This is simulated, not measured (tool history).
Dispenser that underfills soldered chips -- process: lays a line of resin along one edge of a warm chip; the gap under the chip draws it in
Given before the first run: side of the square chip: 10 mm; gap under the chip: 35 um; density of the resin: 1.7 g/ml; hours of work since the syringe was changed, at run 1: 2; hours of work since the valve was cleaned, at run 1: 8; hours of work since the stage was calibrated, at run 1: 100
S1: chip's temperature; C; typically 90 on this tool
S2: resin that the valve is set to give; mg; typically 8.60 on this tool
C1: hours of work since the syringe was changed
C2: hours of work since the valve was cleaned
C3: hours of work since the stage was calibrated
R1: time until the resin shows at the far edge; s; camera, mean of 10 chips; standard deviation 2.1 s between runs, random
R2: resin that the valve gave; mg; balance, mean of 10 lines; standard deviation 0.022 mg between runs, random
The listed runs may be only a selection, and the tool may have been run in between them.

run	hour	S1	S2	C1	C2	C3	R1	R2
1	0.0	90	8.60	2	8	100	241.5	8.57
2	4.4	90	8.60	5	11	103	311.5	8.62
3	8.8	90	8.60	8	14	106	402.9	8.58
4	10.9	90	8.60	9	15	107	455.5	8.62
5	13.6	90	8.60	11	17	109	521.4	8.56
# hour 15.7: new syringe of resin
6	16.1	90	8.26	0	18	111	203.5	8.19
7	20.6	90	8.60	3	21	113	260.4	8.57
8	23.0	90	8.60	5	23	115	299.0	8.52
9	25.7	90	8.60	6	25	117	340.7	8.57
10	30.0	84	10.37	9	27	120	573.8	10.26
11	32.0	88	8.63	11	29	121	537.4	8.54
# hour 34.7: new syringe of resin
12	36.2	77	8.74	1	31	123	414.0	8.62
13	40.5	90	8.88	4	34	126	278.6	8.82
14	43.5	90	8.88	6	36	128	323.9	8.78
15	47.5	98	9.73	8	38	131	271.0	9.64
16	50.9	85	9.72	10	41	133	614.6	9.55
# hour 53.5: new syringe of resin
17	54.7	100	9.68	1	43	135	131.3	9.55
18	58.1	81	10.25	3	45	137	395.2	10.09

Branching from run 18: 4 alternative next runs. What would each branch give?
A	62.4	90	8.76	6	48	140	?	?
B	62.4	89	8.60	6	48	140	?	?
C	62.4	83	7.60	6	48	140	?	?
D	62.4	90	10.67	6	48	140	?	?

run	R1	R2
A	326.7	8.60
B	344.2	8.46
C	475.4	7.45
D	319.4	10.47
With no hidden state in the tool, these same runs would have given:
run	R1	R2
A	204.8	8.76
B	215.8	8.61
C	297.5	7.58
D	200.6	10.66

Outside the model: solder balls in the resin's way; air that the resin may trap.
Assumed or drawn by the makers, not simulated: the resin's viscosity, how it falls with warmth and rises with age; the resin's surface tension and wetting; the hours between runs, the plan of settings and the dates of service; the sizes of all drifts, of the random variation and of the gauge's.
